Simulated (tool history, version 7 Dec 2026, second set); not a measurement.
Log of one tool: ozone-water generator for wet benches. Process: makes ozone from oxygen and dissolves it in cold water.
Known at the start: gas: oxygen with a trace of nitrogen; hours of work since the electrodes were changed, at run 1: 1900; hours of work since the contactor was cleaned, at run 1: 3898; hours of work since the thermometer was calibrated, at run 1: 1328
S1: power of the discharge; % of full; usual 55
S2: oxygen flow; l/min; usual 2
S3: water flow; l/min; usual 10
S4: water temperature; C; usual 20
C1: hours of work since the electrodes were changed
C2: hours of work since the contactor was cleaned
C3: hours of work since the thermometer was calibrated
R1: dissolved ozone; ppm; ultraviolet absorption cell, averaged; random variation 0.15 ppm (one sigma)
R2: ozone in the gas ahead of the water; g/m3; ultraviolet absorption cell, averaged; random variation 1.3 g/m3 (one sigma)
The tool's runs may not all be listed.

run	day	S1	S2	S3	S4	C1	C2	C3	R1	R2
1	0	55	2	10	20	1900	3898	1328	18.2	231.6
2	2.196	55	2	10	20	1949	3947	1377	18.2	232.2
3	5.575	55	2	10	20	2024	4022	1452	18.1	230.5
4	8.479	95	2	10	20	2089	4087	1517	24.3	308.7
# day 9.017: contactor cleaned
5	13.175	95	2	10	20	2190	93	1618	24.1	307.7
6	16.317	95	2	10	20	2260	163	1688	23.9	308
7	18.546	55	2	10	20	2309	212	1738	17.8	228.7
8	21.95	53	1.83	11	15	2385	288	1813	16.6	230.2
9	25.658	53	1.83	13	15	2468	371	1896	13.9	230.1
# day 26.279: contactor cleaned, once more
10	30	53	1.83	13	15	2561	83	1989	14.2	229.5
11	33.262	52	1.83	11	19	2633	155	2062	15.9	228.6
12	36.442	46	2	10	15	2704	226	2132	17.6	205.5
13	39.488	46	1.91	16	15	2772	294	2200	10.8	208.6

Hidden state at the last listed run before each entry between runs and at the first one after, where it differs:
Between runs 4 and 5: contactor cleaned (day 9.017)
  yield of the discharge, % of new electrodes': 96 -> 95.8; contactor's efficiency, % of a clean one's: 97.2 -> 95.5
  measured less the result without the state, R1: -1.6 -> -1.9 ppm; R2: -14.9 -> -15.7 g/m3
Between runs 9 and 10: contactor cleaned, once more (day 26.279)
  yield of the discharge, % of new electrodes': 95.3 -> 95.1; contactor's efficiency, % of a clean one's: 95.3 -> 99.2; true water temperature over the reading, C: 0.15 -> 0.16
  measured less the result without the state, R1: -1 -> -0.8 ppm; R2: -9.6 -> -10 g/m3
